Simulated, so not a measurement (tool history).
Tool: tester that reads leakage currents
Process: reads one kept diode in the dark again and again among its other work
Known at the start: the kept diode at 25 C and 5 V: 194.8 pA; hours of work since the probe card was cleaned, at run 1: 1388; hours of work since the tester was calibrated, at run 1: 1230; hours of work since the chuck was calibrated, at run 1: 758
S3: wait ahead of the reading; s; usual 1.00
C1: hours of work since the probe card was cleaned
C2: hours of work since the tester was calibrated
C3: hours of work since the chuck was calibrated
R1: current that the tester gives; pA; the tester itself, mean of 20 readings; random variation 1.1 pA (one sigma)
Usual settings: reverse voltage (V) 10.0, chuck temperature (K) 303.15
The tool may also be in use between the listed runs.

run 1 day=0.000 | reverse_voltage_(V)=10.0 chuck_temperature_(K)=303.15 S3=1.00 | C1=1388 C2=1230 C3=758 | R1=371.19
run 2 day=1.488 | reverse_voltage_(V)=10.0 chuck_temperature_(K)=303.15 S3=1.00 | C1=1409 C2=1251 C3=779 | R1=372.04
run 3 day=3.025 | reverse_voltage_(V)=10.0 chuck_temperature_(K)=303.15 S3=1.00 | C1=1430 C2=1273 C3=801 | R1=370.72
run 4 day=4.658 | reverse_voltage_(V)=10.0 chuck_temperature_(K)=303.15 S3=1.00 | C1=1453 C2=1296 C3=824 | R1=371.30
run 5 day=6.746 | reverse_voltage_(V)=10.0 chuck_temperature_(K)=303.15 S3=1.00 | C1=1483 C2=1325 C3=853 | R1=369.54
run 6 day=7.892 | reverse_voltage_(V)=10.0 chuck_temperature_(K)=303.15 S3=1.00 | C1=1499 C2=1341 C3=869 | R1=371.47
run 7 day=9.954 | reverse_voltage_(V)=12.3 chuck_temperature_(K)=303.15 S3=1.00 | C1=1528 C2=1370 C3=898 | R1=398.97
run 8 day=12.142 | reverse_voltage_(V)=10.0 chuck_temperature_(K)=326.15 S3=1.00 | C1=1558 C2=1401 C3=929 | R1=2216.05
run 9 day=13.896 | reverse_voltage_(V)=10.0 chuck_temperature_(K)=311.15 S3=1.00 | C1=1583 C2=1425 C3=953 | R1=699.34
run 10 day=15.912 | reverse_voltage_(V)=10.0 chuck_temperature_(K)=311.15 S3=1.00 | C1=1611 C2=1453 C3=981 | R1=697.24
run 11 day=18.158 | reverse_voltage_(V)=10.0 chuck_temperature_(K)=311.15 S3=1.00 | C1=1643 C2=1485 C3=1013 | R1=700.06
run 12 day=19.346 | reverse_voltage_(V)=10.0 chuck_temperature_(K)=303.15 S3=1.22 | C1=1659 C2=1502 C3=1030 | R1=363.93
run 13 day=20.612 | reverse_voltage_(V)=10.0 chuck_temperature_(K)=325.15 S3=1.22 | C1=1677 C2=1519 C3=1047 | R1=2033.72
run 14 day=22.075 | reverse_voltage_(V)=10.0 chuck_temperature_(K)=303.15 S3=1.22 | C1=1698 C2=1540 C3=1068 | R1=362.72
-- day=22.742 chuck's temperature calibrated
run 15 day=24.088 | reverse_voltage_(V)=10.0 chuck_temperature_(K)=309.15 S3=1.00 | C1=1725 C2=1567 C3=19 | R1=654.06
run 16 day=25.712 | reverse_voltage_(V)=10.0 chuck_temperature_(K)=298.15 S3=1.00 | C1=1747 C2=1590 C3=42 | R1=268.91
run 17 day=27.771 | reverse_voltage_(V)=10.0 chuck_temperature_(K)=298.15 S3=1.00 | C1=1776 C2=1619 C3=71 | R1=269.07
run 18 day=29.412 | reverse_voltage_(V)=10.0 chuck_temperature_(K)=303.15 S3=1.00 | C1=1799 C2=1642 C3=94 | R1=402.14
run 19 day=30.521 | reverse_voltage_(V)=3.7 chuck_temperature_(K)=303.15 S3=1.00 | C1=1815 C2=1657 C3=109 | R1=282.88
-- day=30.833 probe card cleaned and baked
run 20 day=31.679 | reverse_voltage_(V)=3.7 chuck_temperature_(K)=303.15 S3=1.00 | C1=12 C2=1672 C3=124 | R1=287.96
run 21 day=32.900 | reverse_voltage_(V)=18.4 chuck_temperature_(K)=310.15 S3=0.77 | C1=29 C2=1689 C3=141 | R1=897.87
run 22 day=34.142 | reverse_voltage_(V)=2.6 chuck_temperature_(K)=303.15 S3=4.43 | C1=46 C2=1706 C3=158 | R1=251.23
run 23 day=35.967 | reverse_voltage_(V)=10.0 chuck_temperature_(K)=303.15 S3=0.32 | C1=72 C2=1732 C3=184 | R1=419.57
run 24 day=37.742 | reverse_voltage_(V)=10.0 chuck_temperature_(K)=303.15 S3=0.32 | C1=97 C2=1757 C3=209 | R1=421.11
run 25 day=39.425 | reverse_voltage_(V)=10.0 chuck_temperature_(K)=303.15 S3=8.60 | C1=120 C2=1780 C3=232 | R1=409.58
run 26 day=40.796 | reverse_voltage_(V)=10.0 chuck_temperature_(K)=296.15 S3=1.05 | C1=140 C2=1799 C3=251 | R1=240.45

Forecast run 27:
-- day=42.383 probe card cleaned and baked, once more
run 27 day=43.008 | reverse_voltage_(V)=10.0 chuck_temperature_(K)=330.15 S3=1.05 | C1=9 C2=1829 C3=281 | R1=?

Run 27 gave R1 3135.27 pA.
Without the tool's hidden state the same run would have given R1 3157.26 pA.
